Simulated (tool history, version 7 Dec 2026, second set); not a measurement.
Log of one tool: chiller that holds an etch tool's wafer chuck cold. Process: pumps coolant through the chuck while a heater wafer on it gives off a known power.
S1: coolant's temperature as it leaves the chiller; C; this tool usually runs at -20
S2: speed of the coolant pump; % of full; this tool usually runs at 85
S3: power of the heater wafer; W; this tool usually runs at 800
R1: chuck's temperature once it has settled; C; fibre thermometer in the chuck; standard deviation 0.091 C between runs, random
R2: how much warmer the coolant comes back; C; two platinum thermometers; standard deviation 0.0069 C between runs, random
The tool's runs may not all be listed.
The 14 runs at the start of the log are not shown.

run      day   S1  S2   S3      R1     R2
 15   96.412  -20  85  800  -14.88  1.817
 16  104.267  -17  67  962   -9.53  2.780
 17  113.379  -30  85  800  -24.89  1.800
 18  122.938  -20  84  519  -16.55  1.196
 19  128.217  -20  84  519  -16.60  1.197
 20  132.692  -20  84  519  -16.63  1.192
 21  137.800  -22  61  654  -16.44  2.070
 22  143.221  -22  61  654  -16.56  2.062
 23  150.504  -22  61  654  -16.52  2.074
 24  158.196  -22  65  811  -15.54  2.419
 25  162.646  -22  65  811  -15.55  2.409
 26  171.925  -22  95  811  -17.24  1.631
 27  177.654  -22  95  811  -17.48  1.642
 28  185.092  -22  95  811  -17.29  1.637
 29  193.521  -22  95  811  -17.24  1.645
 30  202.442  -20  82  523  -16.57  1.218

Branching from run 30: 5 alternative next runs. What would each branch give?
  A  212.121  -27  85  800   ?   ?
  B  212.121  -15  67  428   ?   ?
  C  212.121  -20  94  579   ?   ?
  D  212.121  -19  82  652   ?   ?
  E  212.121  -20  82  535   ?   ?

run      R1     R2
  A  -21.91  1.804
  B  -11.70  1.227
  C  -16.57  1.184
  D  -14.87  1.529
  E  -16.51  1.266
With no hidden state in the tool, these same runs would have given:
run      R1     R2
  A  -21.94  1.801
  B  -11.72  1.225
  C  -16.58  1.182
  D  -14.89  1.527
  E  -16.52  1.265
